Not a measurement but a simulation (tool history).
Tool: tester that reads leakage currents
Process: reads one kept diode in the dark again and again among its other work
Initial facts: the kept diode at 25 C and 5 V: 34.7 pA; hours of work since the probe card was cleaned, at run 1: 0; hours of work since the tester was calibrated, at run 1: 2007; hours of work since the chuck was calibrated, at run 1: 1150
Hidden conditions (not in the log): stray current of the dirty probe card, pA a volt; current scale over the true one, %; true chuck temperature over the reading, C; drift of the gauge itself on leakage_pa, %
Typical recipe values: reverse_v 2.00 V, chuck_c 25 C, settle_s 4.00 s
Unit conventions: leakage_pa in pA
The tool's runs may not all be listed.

| run | hour | reverse_v | chuck_c | settle_s | hours of work since the probe card was cleaned | hours of work since the tester was calibrated | hours of work since the chuck was calibrated | leakage_pa |
|---|---|---|---|---|---|---|---|---|
| 1 | 0.0 | 2.00 | 25 | 4.00 | 0 | 2007 | 1150 | 18.94 |
| 2 | 262.5 | 2.00 | 25 | 4.00 | 187 | 2195 | 1338 | 18.85 |
|  | 405.6 | chuck's temperature calibrated |
| 3 | 494.5 | 2.00 | 29 | 4.00 | 352 | 2359 | 63 | 24.11 |
| 4 | 772.8 | 2.00 | 29 | 4.00 | 550 | 2558 | 262 | 23.73 |
| 5 | 993.5 | 2.00 | 29 | 4.00 | 708 | 2715 | 420 | 23.80 |
| 6 | 1176.2 | 2.00 | 25 | 4.00 | 838 | 2845 | 550 | 17.03 |
|  | 1239.3 | chuck's temperature calibrated, once more |
| 7 | 1454.7 | 2.00 | 25 | 4.00 | 1035 | 3043 | 154 | 22.17 |
| 8 | 1637.7 | 2.15 | 21 | 3.23 | 1166 | 3173 | 284 | 16.76 |
| 9 | 1866.2 | 2.15 | 21 | 3.23 | 1329 | 3337 | 447 | 16.66 |

Predict the results of run 10:
| 10 | 2098.7 | 2.00 | 52 | 0.51 | 1495 | 3502 | 613 | ? |

{"run 10": {"leakage_pa": 169.15}}
Take away the tool's hidden state, keep the run-to-run variation as it was, and the same run would have given leakage_pa 180.71 pA.
